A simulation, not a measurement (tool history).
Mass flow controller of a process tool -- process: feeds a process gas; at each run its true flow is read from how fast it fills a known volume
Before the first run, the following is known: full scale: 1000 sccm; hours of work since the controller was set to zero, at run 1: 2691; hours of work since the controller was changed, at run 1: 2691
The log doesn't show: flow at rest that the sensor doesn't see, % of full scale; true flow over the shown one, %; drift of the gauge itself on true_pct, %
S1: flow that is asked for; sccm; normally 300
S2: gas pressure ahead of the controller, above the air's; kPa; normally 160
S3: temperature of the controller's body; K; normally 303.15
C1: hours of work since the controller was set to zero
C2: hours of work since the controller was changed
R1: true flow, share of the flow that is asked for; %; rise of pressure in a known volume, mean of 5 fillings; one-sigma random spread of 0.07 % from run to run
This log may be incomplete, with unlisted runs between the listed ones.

Run 1, hour 0.0: usual settings; C1 2691; C2 2691. Result: R1 94.58 %.
Run 2, hour 241.5: usual settings; C1 2773; C2 2773. Result: R1 94.50 %.
Run 3, hour 489.4: usual settings but S3 304.15 K; C1 2858; C2 2858. Result: R1 94.38 %.
Run 4, hour 731.5: usual settings but S3 304.15 K; C1 2941; C2 2941. Result: R1 94.14 %.
Run 5, hour 969.3: usual settings but S3 306.15 K; C1 3022; C2 3022. Result: R1 94.05 %.
Run 6, hour 1164.6: usual settings but S1 106 sccm, S2 180 kPa, S3 304.15 K; C1 3089; C2 3089. Result: R1 91.62 %.
Run 7, hour 1310.1: usual settings but S1 106 sccm, S2 180 kPa, S3 304.15 K; C1 3138; C2 3138. Result: R1 91.57 %.
Run 8, hour 1535.0: usual settings but S1 784 sccm, S2 214 kPa, S3 311.15 K; C1 3215; C2 3215. Result: R1 95.68 %.
Run 9, hour 1674.5: usual settings but S1 391 sccm, S2 244 kPa, S3 299.15 K; C1 3263; C2 3263. Result: R1 94.91 %.
Run 10, hour 1825.4: usual settings but S1 277 sccm, S2 198 kPa, S3 301.15 K; C1 3314; C2 3314. Result: R1 93.90 %.

Measured minus without-hidden-state, run by run (identical run-to-run variation in each term; gauge scatter may differ):
run     R1
  1  -3.71
  2  -3.80
  3  -3.90
  4  -4.00
  5  -4.10
  6  -6.42
  7  -6.51
  8  -3.55
  9  -4.08
 10  -4.55

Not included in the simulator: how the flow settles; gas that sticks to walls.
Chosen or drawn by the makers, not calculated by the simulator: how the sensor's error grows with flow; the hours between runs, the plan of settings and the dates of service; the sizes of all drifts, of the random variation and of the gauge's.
